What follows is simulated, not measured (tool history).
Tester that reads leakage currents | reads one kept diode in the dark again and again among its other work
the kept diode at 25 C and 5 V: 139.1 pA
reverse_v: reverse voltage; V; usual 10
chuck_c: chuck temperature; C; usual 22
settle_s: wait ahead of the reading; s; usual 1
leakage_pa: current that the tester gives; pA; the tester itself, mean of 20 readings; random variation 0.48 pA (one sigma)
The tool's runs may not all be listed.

Run 1, hour 0: usual settings. Result: leakage_pa 160.26 pA.
Run 2, hour 23.8: usual settings. Result: leakage_pa 160.21 pA.
Run 3, hour 65.6: usual settings. Result: leakage_pa 161.76 pA.
Run 4, hour 98.5: usual settings. Result: leakage_pa 161.67 pA.
Run 5, hour 116.6: usual settings but reverse_v 12.2 V. Result: leakage_pa 179.77 pA.
Run 6, hour 154.6: usual settings but reverse_v 12.2 V. Result: leakage_pa 181.41 pA.
Run 7, hour 183.9: usual settings but reverse_v 12.2 V. Result: leakage_pa 181.47 pA.
Run 8, hour 212.5: usual settings but settle_s 0.32 s. Result: leakage_pa 170.74 pA.
Run 9, hour 237.7: usual settings but settle_s 0.32 s. Result: leakage_pa 171.76 pA.
Run 10, hour 264: usual settings but chuck_c 60 C. Result: leakage_pa 3016.14 pA.
Run 11, hour 295.1: usual settings but settle_s 7.41 s. Result: leakage_pa 160.82 pA.
Run 12, hour 336.9: usual settings but chuck_c 55 C. Result: leakage_pa 2144.46 pA.
Run 13, hour 358.8: usual settings but chuck_c 55 C. Result: leakage_pa 2149.97 pA.
Run 14, hour 398.1: usual settings but chuck_c 55 C. Result: leakage_pa 2154.97 pA.
Run 15, hour 421.2: usual settings but chuck_c 34 C. Result: leakage_pa 446.76 pA.
Run 16, hour 445.6: usual settings but reverse_v 1.2 V, chuck_c 34 C. Result: leakage_pa 147.93 pA.
Run 17, hour 469.6: usual settings. Result: leakage_pa 166.57 pA.
Run 18, hour 499.2: usual settings but settle_s 3.3 s. Result: leakage_pa 163.72 pA.
Run 19, hour 536.2: usual settings but settle_s 3.3 s. Result: leakage_pa 164.33 pA.
Run 20, hour 553.9: usual settings but reverse_v 2.4 V, settle_s 5.35 s. Result: leakage_pa 77.91 pA.
Run 21, hour 577.3: usual settings but reverse_v 8.7 V, chuck_c 26 C, settle_s 0.48 s. Result: leakage_pa 220.94 pA.
Run 22, hour 607: usual settings but reverse_v 7.9 V, settle_s 1.75 s. Result: leakage_pa 146.71 pA.
Run 23, hour 643.5: usual settings but reverse_v 14 V, settle_s 6.56 s. Result: leakage_pa 196.78 pA.
Run 24, hour 679.9: usual settings but reverse_v 14 V, settle_s 6.56 s. Result: leakage_pa 197.48 pA.
Run 25, hour 721.2: usual settings but chuck_c 45 C, settle_s 2.75 s. Result: leakage_pa 1056.96 pA.
Run 26, hour 744.3: usual settings but reverse_v 2 V. Result: leakage_pa 71.68 pA.
Run 27, hour 787.6: usual settings but reverse_v 10.4 V. Result: leakage_pa 172.48 pA.
Run 28, hour 814.2: usual settings but chuck_c 47 C, settle_s 7.06 s. Result: leakage_pa 1223.39 pA.
Run 29, hour 835.7: usual settings but reverse_v 1.1 V, chuck_c 53 C. Result: leakage_pa 608.22 pA.
Run 30, hour 859.5: usual settings but reverse_v 2.4 V, chuck_c 53 C. Result: leakage_pa 911.81 pA.
Run 31, hour 877.7: usual settings but chuck_c 50 C, settle_s 1.4 s. Result: leakage_pa 1547.05 pA.
Run 32, hour 898.8: usual settings but reverse_v 1.9 V, chuck_c 51 C, settle_s 1.13 s. Result: leakage_pa 703.29 pA.
Run 33, hour 934.4: usual settings but reverse_v 2.7 V, chuck_c 28 C, settle_s 2.52 s. Result: leakage_pa 141.17 pA.
Run 34, hour 968.6: usual settings but chuck_c 31 C, settle_s 5.66 s. Result: leakage_pa 355.86 pA.
Run 35, hour 1000.2: usual settings but reverse_v 1.2 V, chuck_c 31 C, settle_s 9.22 s. Result: leakage_pa 118.6 pA.
Run 36, hour 1043.6: usual settings but reverse_v 4.3 V, chuck_c 28 C, settle_s 0.92 s. Result: leakage_pa 182.31 pA.
Run 37, hour 1080: usual settings but chuck_c 45 C, settle_s 6.51 s. Result: leakage_pa 1072.31 pA.

Taken out of this log: 2 entries between the listed runs. Where each belongs, and how the hidden state differs across it:
Between runs 17 and 18: tester calibrated (hour 474.4)
  stray current of the dirty probe card, pA a volt: 0.18 -> 0.182; current scale over the true one, %: 0.06 -> 0.08; true chuck temperature over the reading, C: 0.5 -> 0.52
  measured less the result without the state, leakage_pa: +8.57 -> +8.86 pA
Between runs 24 and 25: tester calibrated, once more (hour 704.1)
  stray current of the dirty probe card, pA a volt: 0.19 -> 0.192; current scale over the true one, %: 0.1 -> -0.27; true chuck temperature over the reading, C: 0.65 -> 0.69
  measured less the result without the state, leakage_pa: +13.36 -> +52.05 pA

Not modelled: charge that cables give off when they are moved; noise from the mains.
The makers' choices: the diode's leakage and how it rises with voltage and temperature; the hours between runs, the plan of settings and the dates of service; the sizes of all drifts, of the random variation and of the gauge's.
